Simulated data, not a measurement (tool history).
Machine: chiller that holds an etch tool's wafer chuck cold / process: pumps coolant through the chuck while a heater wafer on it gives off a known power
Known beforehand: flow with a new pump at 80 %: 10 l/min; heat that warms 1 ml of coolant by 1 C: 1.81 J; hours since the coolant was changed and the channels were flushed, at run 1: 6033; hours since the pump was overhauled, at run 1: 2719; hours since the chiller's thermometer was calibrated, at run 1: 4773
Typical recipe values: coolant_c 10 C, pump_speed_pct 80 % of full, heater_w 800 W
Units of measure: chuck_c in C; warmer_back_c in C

run      day  coolant_c  pump_speed_pct  heater_w  hours since the coolant was changed and the channels were flushed  hours since the pump was overhauled  hours since the chiller's thermometer was calibrated  chuck_c  warmer_back_c
  1        0         10              80       800                                                               6033                                 2719                                                  4773     16.7           2.66
  2    6.388         10              80       800                                                               6187                                 2872                                                  4927     16.7           2.63
  3    12.35         10              80       800                                                               6330                                 3015                                                  5070    16.54           2.62
      16.846  -- chiller's thermometer calibrated
  4   18.075         10              80       800                                                               6466                                 3152                                                    29    16.38           2.61
  5   23.233         10              80       800                                                               6590                                 3276                                                   153    16.78           2.58
  6   29.738         10              80       800                                                               6746                                 3432                                                   309    16.56           2.58
  7    32.85         10              73       800                                                               6821                                 3506                                                   384    17.31           2.87
  8   37.733         14              80       800                                                               6938                                 3624                                                   501    20.66           2.57
  9   41.738         14              80       800                                                               7034                                 3720                                                   597     20.8           2.54
 10   45.454         14              80       800                                                               7123                                 3809                                                   687    20.71           2.53
 11   49.367         14              80       800                                                               7217                                 3903                                                   780    20.55           2.51
 12   52.612         14              80       800                                                               7295                                 3981                                                   858     20.7           2.51
 13   58.742         14              80       800                                                               7442                                 4128                                                  1005    20.69           2.48
 14   62.396         14              80       800                                                               7530                                 4215                                                  1093    20.67           2.48
 15   68.779         10              80       800                                                               7683                                 4369                                                  1246    16.53           2.47
 16   74.371         10              80       800                                                               7817                                 4503                                                  1381     16.7           2.44
 17   78.967         10              80       800                                                               7927                                 4613                                                  1491    16.75           2.45
 18   85.112         10              80       977                                                               8075                                 4761                                                  1638    18.15           2.99
 19   88.079         15              80       800                                                               8146                                 4832                                                  1710    21.66            2.4
 20     90.8         15              80       800                                                               8212                                 4897                                                  1775    21.91            2.4
 21   94.371         15              80       800                                                               8297                                 4983                                                  1861    21.79           2.38
 22   97.454          6              80       800                                                               8371                                 5057                                                  1935    12.68           2.41
 23  103.162          8              80       800                                                               8508                                 5194                                                  2072    14.69           2.39
 24  108.242          8              80       800                                                               8630                                 5316                                                  2193    14.77           2.37
 25  114.292         10              76       402                                                               8775                                 5461                                                  2339     13.5           1.11
     116.175  -- gauge calibrated
 26  117.108          3              69       601                                                               8843                                 5529                                                  2406     8.82           2.35
 27  123.654         17              90       800                                                               9000                                 5686                                                  2563    22.85           2.32
 28  126.612          3              94       514                                                               9071                                 5757                                                  2634     6.69            1.4
 29  130.246         18              62       514                                                               9158                                 5844                                                  2722     23.6           2.27
     132.621  -- coolant changed, channels flushed
 30  134.712         18              90       514                                                                 50                                 5945                                                  2823    21.93           1.46
 31  137.512         18              86       514                                                                117                                 6012                                                  2890     21.9           1.55
 32  142.417         18              86       514                                                                235                                 6130                                                  3008    22.07           1.49

3 ways to go on from here, each from the tool as it stands after run 32. What would each give?
  A  145.154         10              81       800                                                                301                                 6196                                                  3073        ?              ?
  B  145.154         12              86       637                                                                301                                 6196                                                  3073        ?              ?
  C  145.154         14              80       489                                                                301                                 6196                                                  3073        ?              ?

run  chuck_c  warmer_back_c
  A     16.5           2.53
  B    16.92           1.89
  C    17.93           1.53
What these runs would have given with no unlogged condition in the tool:
run  chuck_c  warmer_back_c
  A    16.48           2.61
  B    16.91           1.97
  C    17.92           1.61
